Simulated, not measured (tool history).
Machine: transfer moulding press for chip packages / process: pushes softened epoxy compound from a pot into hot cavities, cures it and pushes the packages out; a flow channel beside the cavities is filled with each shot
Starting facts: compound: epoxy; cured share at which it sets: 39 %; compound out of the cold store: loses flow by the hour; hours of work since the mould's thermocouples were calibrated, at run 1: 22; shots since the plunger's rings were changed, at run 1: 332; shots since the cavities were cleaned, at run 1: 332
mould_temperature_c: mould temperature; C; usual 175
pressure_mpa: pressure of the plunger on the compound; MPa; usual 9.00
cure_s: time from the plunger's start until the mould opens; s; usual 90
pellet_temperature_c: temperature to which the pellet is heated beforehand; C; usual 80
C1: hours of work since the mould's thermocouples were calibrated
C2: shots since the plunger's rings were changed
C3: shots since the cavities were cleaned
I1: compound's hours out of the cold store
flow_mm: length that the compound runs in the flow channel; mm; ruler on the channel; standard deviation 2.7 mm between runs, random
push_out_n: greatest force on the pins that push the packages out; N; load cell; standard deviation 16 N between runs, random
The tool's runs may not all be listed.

run 1 day=0.000 | mould_temperature_c=175 pressure_mpa=9.00 cure_s=90 pellet_temperature_c=80 | C1=22 C2=332 C3=332 | I1=36.0 | flow_mm=776 push_out_n=1098
run 2 day=0.504 | mould_temperature_c=175 pressure_mpa=9.00 cure_s=90 pellet_temperature_c=88 | C1=27 C2=440 C3=440 | I1=28.9 | flow_mm=795 push_out_n=1154
run 3 day=1.008 | mould_temperature_c=175 pressure_mpa=9.00 cure_s=90 pellet_temperature_c=88 | C1=32 C2=547 C3=547 | I1=38.0 | flow_mm=773 push_out_n=1193
run 4 day=1.508 | mould_temperature_c=175 pressure_mpa=9.00 cure_s=90 pellet_temperature_c=85 | C1=37 C2=653 C3=653 | I1=44.5 | flow_mm=758 push_out_n=1289
run 5 day=1.858 | mould_temperature_c=175 pressure_mpa=9.00 cure_s=90 pellet_temperature_c=85 | C1=41 C2=727 C3=727 | I1=37.0 | flow_mm=773 push_out_n=1304
run 6 day=2.221 | mould_temperature_c=175 pressure_mpa=9.00 cure_s=90 pellet_temperature_c=85 | C1=44 C2=805 C3=805 | I1=28.5 | flow_mm=792 push_out_n=1418
run 7 day=2.612 | mould_temperature_c=175 pressure_mpa=9.00 cure_s=91 pellet_temperature_c=80 | C1=48 C2=888 C3=888 | I1=26.1 | flow_mm=804 push_out_n=1381
run 8 day=3.121 | mould_temperature_c=175 pressure_mpa=9.00 cure_s=90 pellet_temperature_c=72 | C1=53 C2=996 C3=996 | I1=26.5 | flow_mm=796 push_out_n=1557
run 9 day=3.346 | mould_temperature_c=175 pressure_mpa=9.00 cure_s=90 pellet_temperature_c=72 | C1=56 C2=1044 C3=1044 | I1=9.7 | flow_mm=842 push_out_n=1576
-- day=3.642 cavities cleaned with cleaning compound and waxed
run 10 day=3.733 | mould_temperature_c=174 pressure_mpa=10.31 cure_s=90 pellet_temperature_c=71 | C1=59 C2=1113 C3=19 | I1=43.4 | flow_mm=810 push_out_n=896
run 11 day=3.958 | mould_temperature_c=175 pressure_mpa=9.63 cure_s=108 pellet_temperature_c=80 | C1=61 C2=1161 C3=67 | I1=31.7 | flow_mm=812 push_out_n=599
run 12 day=4.300 | mould_temperature_c=175 pressure_mpa=9.63 cure_s=108 pellet_temperature_c=80 | C1=65 C2=1234 C3=140 | I1=34.1 | flow_mm=795 push_out_n=658
run 13 day=4.638 | mould_temperature_c=179 pressure_mpa=10.19 cure_s=75 pellet_temperature_c=72 | C1=68 C2=1306 C3=212 | I1=44.6 | flow_mm=782 push_out_n=1276
run 14 day=4.862 | mould_temperature_c=180 pressure_mpa=9.00 cure_s=129 pellet_temperature_c=81 | C1=70 C2=1353 C3=259 | I1=26.5 | flow_mm=771 push_out_n=598
run 15 day=5.258 | mould_temperature_c=180 pressure_mpa=8.23 cure_s=129 pellet_temperature_c=79 | C1=74 C2=1438 C3=344 | I1=26.7 | flow_mm=740 push_out_n=630
run 16 day=5.758 | mould_temperature_c=175 pressure_mpa=7.83 cure_s=99 pellet_temperature_c=80 | C1=79 C2=1544 C3=450 | I1=31.1 | flow_mm=723 push_out_n=972
run 17 day=6.075 | mould_temperature_c=175 pressure_mpa=7.83 cure_s=99 pellet_temperature_c=80 | C1=83 C2=1611 C3=517 | I1=28.2 | flow_mm=729 push_out_n=1005
run 18 day=6.283 | mould_temperature_c=175 pressure_mpa=7.83 cure_s=99 pellet_temperature_c=80 | C1=85 C2=1655 C3=561 | I1=17.9 | flow_mm=756 push_out_n=1103

Below are 3 alternative next runs, each starting from the tool's condition after run 18. Predict each:
run A day=6.754 | mould_temperature_c=175 pressure_mpa=8.63 cure_s=72 pellet_temperature_c=74 | C1=89 C2=1756 C3=662 | I1=18.2 | flow_mm=? push_out_n=?
run B day=6.754 | mould_temperature_c=175 pressure_mpa=9.00 cure_s=90 pellet_temperature_c=77 | C1=89 C2=1756 C3=662 | I1=46.3 | flow_mm=? push_out_n=?
run C day=6.754 | mould_temperature_c=175 pressure_mpa=9.00 cure_s=93 pellet_temperature_c=86 | C1=89 C2=1756 C3=662 | I1=12.5 | flow_mm=? push_out_n=?

run=A flow_mm=798 push_out_n=2672
run=B flow_mm=735 push_out_n=1306
run=C flow_mm=821 push_out_n=1275
With the hidden condition removed and each run's random variation left untouched, the same runs would have given:
run=A flow_mm=824 push_out_n=1570
run=B flow_mm=759 push_out_n=767
run=C flow_mm=849 push_out_n=748

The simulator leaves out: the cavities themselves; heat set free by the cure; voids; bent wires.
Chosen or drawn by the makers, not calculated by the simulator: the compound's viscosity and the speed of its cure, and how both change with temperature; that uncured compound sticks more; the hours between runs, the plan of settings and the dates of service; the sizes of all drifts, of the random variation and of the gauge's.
